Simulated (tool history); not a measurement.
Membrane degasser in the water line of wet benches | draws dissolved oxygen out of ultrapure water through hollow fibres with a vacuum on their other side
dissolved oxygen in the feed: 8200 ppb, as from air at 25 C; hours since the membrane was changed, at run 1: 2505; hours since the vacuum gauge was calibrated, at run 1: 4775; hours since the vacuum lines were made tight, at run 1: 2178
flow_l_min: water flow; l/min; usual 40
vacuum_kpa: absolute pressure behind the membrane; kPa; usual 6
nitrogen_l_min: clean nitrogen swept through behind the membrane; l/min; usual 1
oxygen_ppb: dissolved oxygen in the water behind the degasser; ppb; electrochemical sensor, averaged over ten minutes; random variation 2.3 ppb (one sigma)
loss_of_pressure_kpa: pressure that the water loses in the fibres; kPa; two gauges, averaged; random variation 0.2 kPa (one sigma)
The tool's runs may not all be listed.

| run | hour | flow_l_min | vacuum_kpa | nitrogen_l_min | hours since the membrane was changed | hours since the vacuum gauge was calibrated | hours since the vacuum lines were made tight | oxygen_ppb | loss_of_pressure_kpa |
|---|---|---|---|---|---|---|---|---|---|
| 1 | 0 | 40 | 6 | 1 | 2505 | 4775 | 2178 | 247 | 45.47 |
| 2 | 81.8 | 40 | 6 | 1 | 2586 | 4856 | 2259 | 247.3 | 45.23 |
| 3 | 168.3 | 36 | 6 | 1 | 2673 | 4943 | 2346 | 225.8 | 40.74 |
| 4 | 221.9 | 40 | 6 | 1 | 2727 | 4996 | 2400 | 243.7 | 45.22 |
| 5 | 288.6 | 40 | 11.28 | 1 | 2793 | 5063 | 2466 | 637.7 | 45.8 |
| 6 | 383.4 | 40 | 6 | 0.45 | 2888 | 5158 | 2561 | 431.8 | 45.82 |
| 7 | 454.9 | 40 | 6 | 0.45 | 2960 | 5229 | 2633 | 430.2 | 45.61 |
| 8 | 508 | 40 | 6 | 0.45 | 3013 | 5283 | 2686 | 431 | 45.67 |
| 9 | 551.3 | 40 | 6 | 0.45 | 3056 | 5326 | 2729 | 432.5 | 45.82 |
| 10 | 608.8 | 40 | 6 | 0.45 | 3113 | 5383 | 2786 | 434 | 45.34 |
| 11 | 685 | 40 | 6 | 1.56 | 3190 | 5459 | 2863 | 176.4 | 45.37 |
| 12 | 776.6 | 40 | 6 | 1.56 | 3281 | 5551 | 2954 | 174.2 | 46 |
| 13 | 845.1 | 40 | 6 | 1 | 3350 | 5620 | 3023 | 248.8 | 45.35 |
| 14 | 921.3 | 40 | 6 | 1 | 3426 | 5696 | 3099 | 257.2 | 45.66 |
| 15 | 1011.4 | 40 | 6 | 1 | 3516 | 5786 | 3189 | 253.8 | 45.41 |
| 16 | 1073.8 | 40 | 6 | 2.01 | 3578 | 5848 | 3251 | 146 | 45.32 |
| 17 | 1134.3 | 40 | 6 | 2.01 | 3639 | 5909 | 3312 | 147.8 | 45.15 |
| 18 | 1189.9 | 51 | 10.96 | 0.57 | 3695 | 5964 | 3368 | 1090.7 | 58.39 |
| 19 | 1272.8 | 51 | 10.96 | 0.57 | 3777 | 6047 | 3450 | 1077 | 58.07 |
| 20 | 1365.6 | 51 | 10.96 | 0.57 | 3870 | 6140 | 3543 | 1077.2 | 58.33 |
| 21 | 1460.7 | 40 | 6.47 | 1.38 | 3965 | 6235 | 3638 | 225.6 | 45.97 |
| 22 | 1506.8 | 44 | 6 | 1 | 4012 | 6281 | 3685 | 272.8 | 50.69 |
| 23 | 1586.2 | 25 | 6 | 0.92 | 4091 | 6361 | 3764 | 182.2 | 28.75 |
| 24 | 1658.8 | 25 | 6 | 0.92 | 4163 | 6433 | 3836 | 182.7 | 28.64 |
| 25 | 1754.9 | 39 | 10.5 | 2.45 | 4260 | 6529 | 3933 | 278.7 | 44.59 |
| 26 | 1804.1 | 39 | 10.5 | 2.45 | 4309 | 6579 | 3982 | 276.3 | 44.65 |
| 27 | 1893 | 39 | 10.5 | 2.45 | 4398 | 6668 | 4071 | 278.5 | 44.79 |
| 28 | 1952.8 | 39 | 4.12 | 0.95 | 4458 | 6727 | 4130 | 110.9 | 44.68 |
| 29 | 2003.2 | 39 | 4.56 | 0.95 | 4508 | 6778 | 4181 | 148.9 | 44.64 |
| 30 | 2044.2 | 39 | 4.56 | 0.95 | 4549 | 6819 | 4222 | 146.5 | 44.65 |
| 31 | 2108.3 | 39 | 4.56 | 0.97 | 4613 | 6883 | 4286 | 144.4 | 44.77 |
| 32 | 2193 | 40 | 14.83 | 1.46 | 4698 | 6968 | 4371 | 666.3 | 45.74 |

Measured less the same run without the tool's hidden state. The same run-to-run variation is in both; the gauge's scatter may not be:
The hidden state here: membrane still open, %; true pressure behind the membrane over the reading, kPa; air that leaks in behind the membrane, l/min; drift of the gauge itself on oxygen_ppb, %; drift of the gauge itself on loss_of_pressure_kpa, %.
| run | oxygen_ppb | loss_of_pressure_kpa |
|---|---|---|
| 1 | +21.7 | +0.63 |
| 2 | +22.1 | +0.65 |
| 3 | +20.6 | +0.6 |
| 4 | +22.3 | +0.68 |
| 5 | +21.4 | +0.71 |
| 6 | +38.9 | +0.74 |
| 7 | +39.2 | +0.75 |
| 8 | +39.4 | +0.76 |
| 9 | +39.9 | +0.77 |
| 10 | +40.3 | +0.78 |
| 11 | +17.7 | +0.81 |
| 12 | +17.8 | +0.83 |
| 13 | +25 | +0.85 |
| 14 | +26.1 | +0.87 |
| 15 | +26.1 | +0.89 |
| 16 | +15.7 | +0.9 |
| 17 | +16 | +0.92 |
| 18 | +39.6 | +1.2 |
| 19 | +39.6 | +1.22 |
| 20 | +40.1 | +1.26 |
| 21 | +21.9 | +1.01 |
| 22 | +29.8 | +1.13 |
| 23 | +20.6 | +0.66 |
| 24 | +20.9 | +0.66 |
| 25 | +14.6 | +1.06 |
| 26 | +14.6 | +1.07 |
| 27 | +14.8 | +1.09 |
| 28 | +30.9 | +1.11 |
| 29 | +31.5 | +1.13 |
| 30 | +31.1 | +1.14 |
| 31 | +30.9 | +1.15 |
| 32 | +22.5 | +1.2 |

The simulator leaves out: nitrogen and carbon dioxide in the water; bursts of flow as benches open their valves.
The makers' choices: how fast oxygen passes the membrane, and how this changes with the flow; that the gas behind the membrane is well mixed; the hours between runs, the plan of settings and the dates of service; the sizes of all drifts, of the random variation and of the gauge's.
